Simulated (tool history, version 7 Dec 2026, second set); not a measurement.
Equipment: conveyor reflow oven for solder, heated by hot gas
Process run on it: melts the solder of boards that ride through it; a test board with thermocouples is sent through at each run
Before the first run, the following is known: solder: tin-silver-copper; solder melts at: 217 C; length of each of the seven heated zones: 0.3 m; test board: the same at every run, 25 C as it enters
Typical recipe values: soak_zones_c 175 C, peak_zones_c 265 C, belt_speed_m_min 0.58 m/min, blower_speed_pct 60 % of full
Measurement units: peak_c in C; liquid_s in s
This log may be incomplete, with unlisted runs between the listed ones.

Run 1, day 0: usual settings. Result: peak_c 241.4 C, liquid_s 37.3 s.
At day 3.696: flux residue cleaned out of gas plates and filters.
Run 2, day 3.696: usual settings but belt_speed_m_min 0.627 m/min. Result: peak_c 241.4 C, liquid_s 34.3 s.
Run 3, day 7.862: usual settings but belt_speed_m_min 0.627 m/min. Result: peak_c 240.2 C, liquid_s 33.9 s.
Run 4, day 9.938: usual settings but belt_speed_m_min 0.627 m/min. Result: peak_c 239.6 C, liquid_s 33.5 s.
Run 5, day 13.358: usual settings but belt_speed_m_min 0.627 m/min. Result: peak_c 238.9 C, liquid_s 32.6 s.
Run 6, day 17.383: usual settings but belt_speed_m_min 0.627 m/min. Result: peak_c 239.1 C, liquid_s 32 s.
At day 20.154: flux residue cleaned out of gas plates and filters.
Run 7, day 21.379: usual settings but belt_speed_m_min 0.627 m/min. Result: peak_c 241.3 C, liquid_s 34.8 s.
At day 25.508: thermocouples of zones 6 and 7 changed.
Run 8, day 25.646: usual settings but belt_speed_m_min 0.627 m/min. Result: peak_c 240.2 C, liquid_s 33.5 s.
Run 9, day 28.129: usual settings but belt_speed_m_min 0.627 m/min. Result: peak_c 240 C, liquid_s 33.5 s.
Run 10, day 30.183: usual settings but belt_speed_m_min 0.627 m/min. Result: peak_c 239.8 C, liquid_s 32.8 s.
Run 11, day 33.042: usual settings but peak_zones_c 266 C. Result: peak_c 242.8 C, liquid_s 39.5 s.
Run 12, day 36.096: usual settings but peak_zones_c 266 C. Result: peak_c 242.5 C, liquid_s 38.6 s.
At day 36.825: flux residue cleaned out of gas plates and filters.
Run 13, day 39.117: usual settings but peak_zones_c 266 C, belt_speed_m_min 0.536 m/min. Result: peak_c 247.5 C, liquid_s 47.6 s.
Run 14, day 42.221: usual settings but peak_zones_c 266 C, belt_speed_m_min 0.549 m/min. Result: peak_c 246.7 C, liquid_s 45.7 s.
Run 15, day 46.058: usual settings but blower_speed_pct 81 % of full. Result: peak_c 249.8 C, liquid_s 46.7 s.
Run 16, day 49.929: usual settings but blower_speed_pct 81 % of full. Result: peak_c 249.9 C, liquid_s 46.6 s.
At day 53.212: flux residue cleaned out of gas plates and filters.
Run 17, day 53.288: usual settings but belt_speed_m_min 0.601 m/min, blower_speed_pct 59 % of full. Result: peak_c 243.7 C, liquid_s 38.9 s.
At day 55.883: belt drive overhauled, speed set with a stopwatch.
At day 55.967: thermocouples of zones 6 and 7 changed.
Run 18, day 56.488: usual settings but belt_speed_m_min 0.544 m/min, blower_speed_pct 59 % of full. Result: peak_c 244.4 C, liquid_s 43.8 s.
Run 19, day 59.642: usual settings but soak_zones_c 179 C, peak_zones_c 267 C, belt_speed_m_min 0.495 m/min, blower_speed_pct 81 % of full. Result: peak_c 257 C, liquid_s 59.8 s.
Run 20, day 62.917: usual settings but soak_zones_c 166 C, belt_speed_m_min 0.662 m/min, blower_speed_pct 64 % of full. Result: peak_c 235.8 C, liquid_s 25.3 s.
Run 21, day 66.221: usual settings but belt_speed_m_min 0.483 m/min. Result: peak_c 248.4 C, liquid_s 53 s.
Run 22, day 69.538: usual settings but belt_speed_m_min 0.483 m/min. Result: peak_c 247.8 C, liquid_s 52.4 s.

Run 23 has not been measured yet. What should we expect?
At day 69.921: flux residue cleaned out of gas plates and filters.
Run 23, day 73.629: usual settings but belt_speed_m_min 0.483 m/min. Result: peak_c ?, liquid_s ?.

{"run 23": {"peak_c": 249.9, "liquid_s": 54.3}}
On a tool with no hidden condition, and with the same random variation, this run would have come out at peak_c 249.7 C, liquid_s 54.2 s.
